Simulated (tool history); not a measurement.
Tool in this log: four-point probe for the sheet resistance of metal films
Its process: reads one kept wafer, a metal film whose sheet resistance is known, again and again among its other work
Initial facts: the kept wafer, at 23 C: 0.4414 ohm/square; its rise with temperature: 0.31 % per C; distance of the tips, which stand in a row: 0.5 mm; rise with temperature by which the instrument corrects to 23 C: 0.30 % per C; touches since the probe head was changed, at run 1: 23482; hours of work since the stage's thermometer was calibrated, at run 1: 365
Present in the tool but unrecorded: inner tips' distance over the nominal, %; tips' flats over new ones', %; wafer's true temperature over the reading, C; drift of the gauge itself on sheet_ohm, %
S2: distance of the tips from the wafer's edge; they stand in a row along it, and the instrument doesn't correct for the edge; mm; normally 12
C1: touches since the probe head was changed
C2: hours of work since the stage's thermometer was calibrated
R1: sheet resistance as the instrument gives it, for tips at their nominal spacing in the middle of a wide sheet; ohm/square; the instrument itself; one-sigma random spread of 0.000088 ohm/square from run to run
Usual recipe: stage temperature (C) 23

run 1 hour=0.0 | stage_temperature_(C)=23 S2=12 | C1=23482 C2=365 | R1=0.439519
run 2 hour=32.6 | stage_temperature_(C)=23 S2=57 | C1=25505 C2=390 | R1=0.439237
run 3 hour=63.2 | stage_temperature_(C)=23 S2=12 | C1=27401 C2=414 | R1=0.439650
run 4 hour=109.6 | stage_temperature_(C)=23 S2=13 | C1=30273 C2=450 | R1=0.439454
run 5 hour=149.1 | stage_temperature_(C)=23 S2=36 | C1=32726 C2=481 | R1=0.438944
run 6 hour=214.8 | stage_temperature_(C)=23 S2=12 | C1=36797 C2=531 | R1=0.439314
run 7 hour=251.2 | stage_temperature_(C)=23 S2=4 | C1=39057 C2=560 | R1=0.442483
run 8 hour=307.2 | stage_temperature_(C)=21 S2=4 | C1=42525 C2=603 | R1=0.442332
run 9 hour=347.4 | stage_temperature_(C)=21 S2=4 | C1=45016 C2=634 | R1=0.442205
run 10 hour=387.0 | stage_temperature_(C)=23 S2=12 | C1=47472 C2=665 | R1=0.439021
run 11 hour=453.3 | stage_temperature_(C)=23 S2=12 | C1=51583 C2=716 | R1=0.438934
run 12 hour=495.6 | stage_temperature_(C)=23 S2=12 | C1=54204 C2=749 | R1=0.438799
run 13 hour=528.2 | stage_temperature_(C)=23 S2=12 | C1=56230 C2=774 | R1=0.438690
-- hour=533.0 stage's thermometer calibrated
run 14 hour=589.8 | stage_temperature_(C)=23 S2=12 | C1=60012 C2=44 | R1=0.438729
run 15 hour=645.6 | stage_temperature_(C)=23 S2=12 | C1=63473 C2=87 | R1=0.438573
run 16 hour=679.8 | stage_temperature_(C)=23 S2=12 | C1=65596 C2=114 | R1=0.438663
run 17 hour=709.6 | stage_temperature_(C)=23 S2=12 | C1=67442 C2=137 | R1=0.438429
run 18 hour=745.1 | stage_temperature_(C)=23 S2=12 | C1=69643 C2=164 | R1=0.438618
run 19 hour=789.9 | stage_temperature_(C)=23 S2=12 | C1=72418 C2=199 | R1=0.438267
run 20 hour=839.9 | stage_temperature_(C)=23 S2=10 | C1=75520 C2=238 | R1=0.438507
run 21 hour=888.3 | stage_temperature_(C)=23 S2=10 | C1=78518 C2=275 | R1=0.438190
-- hour=919.6 stage's thermometer calibrated, once more
run 22 hour=950.5 | stage_temperature_(C)=19 S2=12 | C1=82343 C2=24 | R1=0.437346
run 23 hour=1001.9 | stage_temperature_(C)=33 S2=50 | C1=85532 C2=64 | R1=0.437215
run 24 hour=1059.7 | stage_temperature_(C)=22 S2=16 | C1=89115 C2=109 | R1=0.436996
run 25 hour=1090.6 | stage_temperature_(C)=30 S2=44 | C1=91028 C2=132 | R1=0.437010
run 26 hour=1158.1 | stage_temperature_(C)=30 S2=44 | C1=95214 C2=185 | R1=0.436807

Forecast run 27:
run 27 hour=1224.2 | stage_temperature_(C)=27 S2=34 | C1=99315 C2=236 | R1=?

{"run 27": {"R1": 0.436674}}
With the hidden condition absent and the run-to-run variation left alone, this run would have shown R1 0.441530 ohm/square.
